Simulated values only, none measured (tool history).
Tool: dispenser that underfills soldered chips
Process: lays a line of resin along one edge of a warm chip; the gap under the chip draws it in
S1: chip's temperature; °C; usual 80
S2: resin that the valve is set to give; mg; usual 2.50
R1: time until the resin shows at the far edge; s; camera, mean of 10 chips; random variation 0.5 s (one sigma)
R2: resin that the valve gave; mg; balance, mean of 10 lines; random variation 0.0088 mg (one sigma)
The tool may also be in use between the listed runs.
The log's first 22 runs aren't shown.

At day 9.429: new syringe of resin.
Run 23, day 9.500: usual settings but S1 84 °C, S2 2.64 mg. Result: R1 40.7 s, R2 2.577 mg.
Run 24, day 9.888: usual settings but S1 90 °C, S2 2.95 mg. Result: R1 40.7 s, R2 2.882 mg.
At day 10.038: new syringe of resin.
Run 25, day 10.142: usual settings but S1 90 °C, S2 2.95 mg. Result: R1 34.2 s, R2 2.883 mg.
Run 26, day 10.475: usual settings but S1 89 °C, S2 2.65 mg. Result: R1 42.2 s, R2 2.573 mg.
At day 10.646: new syringe of resin.
Run 27, day 10.933: usual settings but S1 89 °C, S2 2.65 mg. Result: R1 39.9 s, R2 2.579 mg.
Run 28, day 11.192: usual settings but S1 74 °C, S2 2.66 mg. Result: R1 73.4 s, R2 2.585 mg.
At day 11.250: new syringe of resin.
Run 29, day 11.546: usual settings but S1 78 °C, S2 2.61 mg. Result: R1 57.6 s, R2 2.516 mg.
At day 11.858: new syringe of resin.
Run 30, day 11.879: usual settings but S1 78 °C, S2 2.61 mg. Result: R1 50.2 s, R2 2.529 mg.
Run 31, day 12.271: usual settings but S1 91 °C, S2 2.18 mg. Result: R1 40.2 s, R2 2.107 mg.
At day 12.458: new syringe of resin.
Run 32, day 12.771: usual settings but S1 66 °C. Result: R1 89.0 s, R2 2.406 mg.
At day 13.062: new syringe of resin.
Run 33, day 13.129: usual settings but S1 78 °C, S2 2.10 mg. Result: R1 54.0 s, R2 2.016 mg.
At day 13.221: dispensing valve cleaned and set on the balance.
Run 34, day 13.517: usual settings but S1 82 °C. Result: R1 53.4 s, R2 2.502 mg.

Forecast each of these 4 alternatives for the next run:
At day 13.733: new syringe of resin.
Run A, day 13.758: usual settings but S1 74 °C, S2 3.06 mg. Result: R1 ?, R2 ?.
At day 13.733: new syringe of resin.
Run B, day 13.758: usual settings but S1 92 °C, S2 3.17 mg. Result: R1 ?, R2 ?.
At day 13.733: new syringe of resin.
Run C, day 13.758: usual settings but S1 69 °C, S2 2.63 mg. Result: R1 ?, R2 ?.
At day 13.733: new syringe of resin.
Run D, day 13.758: usual settings but S2 2.74 mg. Result: R1 ?, R2 ?.

run    R1     R2
  A  59.6  3.038
  B  32.3  3.146
  C  70.1  2.638
  D  47.4  2.745
Without the tool's hidden state the same runs would have given:
run    R1     R2
  A  49.8  3.043
  B  27.4  3.151
  C  58.2  2.642
  D  39.6  2.750
